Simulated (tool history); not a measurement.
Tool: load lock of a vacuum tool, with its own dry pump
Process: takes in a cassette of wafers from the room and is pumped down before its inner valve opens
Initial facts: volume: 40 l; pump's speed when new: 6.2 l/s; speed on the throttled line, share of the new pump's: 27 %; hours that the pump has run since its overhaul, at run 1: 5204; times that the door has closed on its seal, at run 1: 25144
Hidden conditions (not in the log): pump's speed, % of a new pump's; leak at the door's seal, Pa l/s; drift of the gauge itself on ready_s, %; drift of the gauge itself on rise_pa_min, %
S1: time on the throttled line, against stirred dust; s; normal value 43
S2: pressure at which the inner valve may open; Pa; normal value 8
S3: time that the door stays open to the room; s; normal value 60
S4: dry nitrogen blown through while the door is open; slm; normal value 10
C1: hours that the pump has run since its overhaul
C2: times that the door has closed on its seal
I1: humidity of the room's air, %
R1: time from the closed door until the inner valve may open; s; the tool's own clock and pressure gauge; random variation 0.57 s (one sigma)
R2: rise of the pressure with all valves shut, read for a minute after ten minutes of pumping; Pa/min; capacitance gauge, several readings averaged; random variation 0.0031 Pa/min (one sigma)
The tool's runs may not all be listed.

Run 1, hour 0.0: usual settings; C1 5204; C2 25144; I1 43.1. Result: R1 94.3 s, R2 0.096 Pa/min.
Run 2, hour 122.0: usual settings but S2 9 Pa; C1 5326; C2 25436; I1 45.3. Result: R1 92.7 s, R2 0.100 Pa/min.
Run 3, hour 234.9: usual settings but S2 12 Pa; C1 5439; C2 25705; I1 48.7. Result: R1 90.9 s, R2 0.103 Pa/min.
Run 4, hour 294.4: usual settings but S2 12 Pa; C1 5499; C2 25847; I1 44.8. Result: R1 91.8 s, R2 0.094 Pa/min.
Run 5, hour 407.4: usual settings but S2 12 Pa; C1 5612; C2 26117; I1 46.3. Result: R1 91.5 s, R2 0.099 Pa/min.
Run 6, hour 508.6: usual settings; C1 5713; C2 26358; I1 43.6. Result: R1 94.8 s, R2 0.097 Pa/min.
Run 7, hour 625.8: usual settings but S4 7 slm; C1 5830; C2 26638; I1 43.8. Result: R1 93.4 s, R2 0.095 Pa/min.
Run 8, hour 683.8: usual settings; C1 5888; C2 26776; I1 45.2. Result: R1 94.2 s, R2 0.104 Pa/min.
Run 9, hour 808.5: usual settings but S3 70 s, S4 18 slm; C1 6013; C2 27074; I1 46.7. Result: R1 94.3 s, R2 0.093 Pa/min.
Run 10, hour 910.0: usual settings but S1 26 s, S3 43 s, S4 36 slm; C1 6114; C2 27316; I1 46.1. Result: R1 82.5 s, R2 0.072 Pa/min.
Run 11, hour 1038.0: usual settings but S1 86 s, S2 11 Pa, S3 220 s, S4 16 slm; C1 6242; C2 27621; I1 45.4. Result: R1 123.7 s, R2 0.157 Pa/min.
Run 12, hour 1161.5: usual settings but S1 44 s, S3 208 s; C1 6366; C2 27916; I1 45.5. Result: R1 95.0 s, R2 0.175 Pa/min.
Run 13, hour 1293.1: usual settings but S3 45 s, S4 20 slm; C1 6497; C2 28230; I1 46.9. Result: R1 94.9 s, R2 0.080 Pa/min.
Run 14, hour 1406.5: usual settings but S3 28 s, S4 8 slm; C1 6611; C2 28501; I1 44.6. Result: R1 95.0 s, R2 0.084 Pa/min.
Run 15, hour 1481.3: usual settings but S2 15 Pa; C1 6686; C2 28679; I1 45.9. Result: R1 90.8 s, R2 0.108 Pa/min.
Run 16, hour 1586.6: usual settings but S2 15 Pa; C1 6791; C2 28931; I1 44.6. Result: R1 90.5 s, R2 0.103 Pa/min.

Predict each of these 4 candidate next runs independently; none follows another, all start after run 16:
Run A, hour 1708.0: usual settings but S1 34 s, S3 219 s; C1 6912; C2 29220; I1 43.7. Result: R1 ?, R2 ?.
Run B, hour 1708.0: usual settings but S1 30 s, S2 15 Pa, S3 39 s, S4 9 slm; C1 6912; C2 29220; I1 44.8. Result: R1 ?, R2 ?.
Run C, hour 1708.0: usual settings but S1 76 s, S3 40 s; C1 6912; C2 29220; I1 44.4. Result: R1 ?, R2 ?.
Run D, hour 1708.0: usual settings but S2 9 Pa, S3 63 s; C1 6912; C2 29220; I1 43.9. Result: R1 ?, R2 ?.

run     R1     R2
  A   88.5  0.174
  B   80.2  0.095
  C  118.3  0.092
  D   92.9  0.105
With no hidden state in the tool, these same runs would have given:
run     R1     R2
  A   87.1  0.133
  B   78.9  0.055
  C  117.2  0.051
  D   91.6  0.064
